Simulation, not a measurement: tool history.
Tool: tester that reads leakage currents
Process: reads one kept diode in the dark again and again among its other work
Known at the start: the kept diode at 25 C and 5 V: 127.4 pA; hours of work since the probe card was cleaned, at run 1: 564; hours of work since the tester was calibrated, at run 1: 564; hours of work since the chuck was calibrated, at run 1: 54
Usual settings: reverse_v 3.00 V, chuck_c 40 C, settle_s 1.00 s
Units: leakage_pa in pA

run   hour  reverse_v  chuck_c  settle_s  hours of work since the probe card was cleaned  hours of work since the tester was calibrated  hours of work since the chuck was calibrated  leakage_pa
  1    0.0       3.00       40      1.00                                             564                                            564                                            54      384.77
  2   19.8       3.00       45      1.00                                             574                                            574                                            64      592.02
  3   40.6       3.00       44      1.00                                             585                                            585                                            75      545.30
  4   60.1       3.00       40      1.00                                             596                                            596                                            86      386.38
  5   88.3       3.00       40      1.00                                             611                                            611                                           101      387.30
  6  119.8       3.00       40      1.00                                             627                                            627                                           117      386.53
  7  142.4       3.00       40      1.00                                             639                                            639                                           129      387.15
  8  159.0       3.00       36      1.00                                             648                                            648                                           138      273.64
  9  185.8       3.00       31      1.00                                             662                                            662                                           152      173.95
 10  215.6       1.54       40      1.00                                             678                                            678                                           168      273.72
 11  243.4       1.54       40      1.00                                             693                                            693                                           183      274.34
 12  267.3       3.38       40      1.00                                             705                                            705                                           195      411.15
 13  293.8       3.38       40      1.00                                             719                                            719                                           209      410.19
 14  315.6       3.38       40      1.00                                             731                                            731                                           221      412.01
 15  330.8       3.38       40      1.00                                             739                                            739                                           229      413.06
 16  345.2       2.18       21      2.11                                             746                                            746                                           236       57.17
 17  371.5       2.18       21      2.11                                             760                                            760                                           250       56.95
 18  395.9      16.33       28      6.61                                             773                                            773                                           263      311.44
 19  417.2      16.33       48      1.23                                             784                                            784                                           274     1813.47
 20  432.9      13.55       48      0.38                                             793                                            793                                           283     1650.87
 21  455.9      12.89       48      1.63                                             805                                            805                                           295     1605.65
 22  474.9       3.76       31      0.38                                             815                                            815                                           305      196.54
 23  504.1       8.68       52      1.00                                             830                                            830                                           320     1820.05
 24  528.3       1.08       25      1.00                                             843                                            843                                           333       58.68
 25  544.9       1.11       25      1.05                                             852                                            852                                           342       59.36

5 ways to go on from here, each from the tool as it stands after run 25. What would each give?
  A  566.6       2.43       30      6.19                                             863                                            863                                           353           ?
  B  566.6       4.01       42      3.36                                             863                                            863                                           353           ?
  C  566.6       6.21       24      0.90                                             863                                            863                                           353           ?
  D  566.6       2.85       33      1.05                                             863                                            863                                           353           ?
  E  566.6       1.57       30      6.26                                             863                                            863                                           353           ?

run  leakage_pa
  A      141.55
  B      534.12
  C      131.43
  D      202.55
  E      113.70
Without the tool's hidden state the same runs would have given:
run  leakage_pa
  A      141.64
  B      534.51
  C      131.47
  D      202.69
  E      113.78

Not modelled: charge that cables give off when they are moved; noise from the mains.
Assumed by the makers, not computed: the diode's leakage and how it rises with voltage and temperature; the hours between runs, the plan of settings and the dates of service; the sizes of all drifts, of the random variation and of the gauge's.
